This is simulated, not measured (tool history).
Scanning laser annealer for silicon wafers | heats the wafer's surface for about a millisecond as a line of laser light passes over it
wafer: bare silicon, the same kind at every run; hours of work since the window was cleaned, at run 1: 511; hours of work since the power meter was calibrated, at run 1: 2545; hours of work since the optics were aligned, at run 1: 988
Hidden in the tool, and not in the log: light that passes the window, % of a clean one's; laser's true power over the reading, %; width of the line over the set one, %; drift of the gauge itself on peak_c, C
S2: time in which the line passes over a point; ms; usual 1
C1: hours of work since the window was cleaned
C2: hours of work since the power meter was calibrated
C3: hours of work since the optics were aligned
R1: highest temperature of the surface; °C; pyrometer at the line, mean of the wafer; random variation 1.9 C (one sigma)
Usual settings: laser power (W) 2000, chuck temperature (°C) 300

Run 1, day 0: usual settings; C1 511; C2 2545; C3 988. Result: R1 1103 °C.
Run 2, day 3.15: usual settings but chuck temperature (°C) 312; C1 561; C2 2595; C3 1038. Result: R1 1116 °C.
Run 3, day 5.312: usual settings but S2 0.77 ms; C1 596; C2 2629; C3 1072. Result: R1 996 °C.
Run 4, day 9.638: usual settings; C1 664; C2 2698; C3 1141. Result: R1 1102 °C.
Run 5, day 12.008: usual settings; C1 702; C2 2735; C3 1178. Result: R1 1101 °C.
At day 14.279: window over the wafer cleaned.
Run 6, day 14.433: usual settings; C1 2; C2 2773; C3 1215. Result: R1 1102 °C.
Run 7, day 16.908: usual settings; C1 42; C2 2812; C3 1254. Result: R1 1101 °C.
Run 8, day 20.021: usual settings; C1 91; C2 2861; C3 1304. Result: R1 1106 °C.
Run 9, day 24.354: usual settings; C1 160; C2 2930; C3 1372. Result: R1 1101 °C.
Run 10, day 27.617: usual settings; C1 211; C2 2981; C3 1424. Result: R1 1103 °C.
Run 11, day 29.508: usual settings; C1 241; C2 3011; C3 1454. Result: R1 1102 °C.
Run 12, day 31.7: usual settings but S2 0.81 ms; C1 276; C2 3046; C3 1489. Result: R1 1016 °C.
At day 32.883: optics aligned, line set to its width.
Run 13, day 34.017: usual settings but S2 0.81 ms; C1 309; C2 3080; C3 18. Result: R1 1015 °C.
Run 14, day 36.212: usual settings but S2 0.81 ms; C1 344; C2 3114; C3 53. Result: R1 1014 °C.
Run 15, day 39.683: usual settings but S2 0.87 ms; C1 399; C2 3169; C3 108. Result: R1 1046 °C.
Run 16, day 42.862: usual settings but laser power (W) 1730, chuck temperature (°C) 283; C1 450; C2 3220; C3 158. Result: R1 969 °C.
Run 17, day 46.6: usual settings but laser power (W) 2083, S2 0.72 ms; C1 509; C2 3279; C3 217. Result: R1 1000 °C.
Run 18, day 48.979: usual settings but laser power (W) 2173, S2 0.72 ms, chuck temperature (°C) 302; C1 547; C2 3317; C3 255. Result: R1 1039 °C.
Run 19, day 50.758: usual settings but chuck temperature (°C) 329; C1 575; C2 3345; C3 283. Result: R1 1130 °C.
Run 20, day 53.717: usual settings but S2 0.72 ms, chuck temperature (°C) 334; C1 622; C2 3392; C3 330. Result: R1 1004 °C.
Run 21, day 56.117: usual settings but laser power (W) 1948, S2 0.97 ms, chuck temperature (°C) 340; C1 660; C2 3430; C3 368. Result: R1 1108 °C.
Run 22, day 57.875: usual settings but laser power (W) 2082, S2 1.2 ms; C1 688; C2 3458; C3 396. Result: R1 1226 °C.
At day 60.967: window over the wafer cleaned.
Run 23, day 60.967: usual settings but laser power (W) 2082, S2 1.2 ms; C1 0; C2 3505; C3 444. Result: R1 1227 °C.
Run 24, day 64.879: usual settings but S2 0.73 ms, chuck temperature (°C) 338; C1 62; C2 3567; C3 506. Result: R1 1014 °C.
Run 25, day 67.438: usual settings but S2 0.73 ms, chuck temperature (°C) 338; C1 103; C2 3608; C3 546. Result: R1 1013 °C.
Run 26, day 71.238: usual settings but laser power (W) 2005, S2 0.99 ms; C1 163; C2 3668; C3 607. Result: R1 1098 °C.
Run 27, day 75.2: usual settings but laser power (W) 2005, S2 0.99 ms; C1 226; C2 3731; C3 669. Result: R1 1100 °C.
Run 28, day 77.329: usual settings but laser power (W) 2005, S2 0.99 ms; C1 259; C2 3765; C3 703. Result: R1 1104 °C.
Run 29, day 79.371: usual settings but laser power (W) 2044, chuck temperature (°C) 317; C1 292; C2 3797; C3 735. Result: R1 1142 °C.
Run 30, day 82.988: usual settings but laser power (W) 2044, chuck temperature (°C) 317; C1 349; C2 3854; C3 793. Result: R1 1140 °C.

5 ways to go on from here, each from the tool as it stands after run 30. What would each give?
Run A, day 84.917: usual settings but laser power (W) 1851, S2 0.93 ms, chuck temperature (°C) 295; C1 380; C2 3885; C3 823. Result: R1 ?.
Run B, day 84.917: usual settings but S2 0.78 ms, chuck temperature (°C) 279; C1 380; C2 3885; C3 823. Result: R1 ?.
Run C, day 84.917: usual settings but laser power (W) 2044, S2 1.04 ms, chuck temperature (°C) 317; C1 380; C2 3885; C3 823. Result: R1 ?.
Run D, day 84.917: usual settings but chuck temperature (°C) 271; C1 380; C2 3885; C3 823. Result: R1 ?.
Run E, day 84.917: usual settings but laser power (W) 1865, S2 0.92 ms, chuck temperature (°C) 293; C1 380; C2 3885; C3 823. Result: R1 ?.

run    R1
  A  1005
  B   981
  C  1158
  D  1073
  E  1006
Without the tool's hidden state the same runs would have given:
run    R1
  A  1006
  B   981
  C  1158
  D  1073
  E  1006

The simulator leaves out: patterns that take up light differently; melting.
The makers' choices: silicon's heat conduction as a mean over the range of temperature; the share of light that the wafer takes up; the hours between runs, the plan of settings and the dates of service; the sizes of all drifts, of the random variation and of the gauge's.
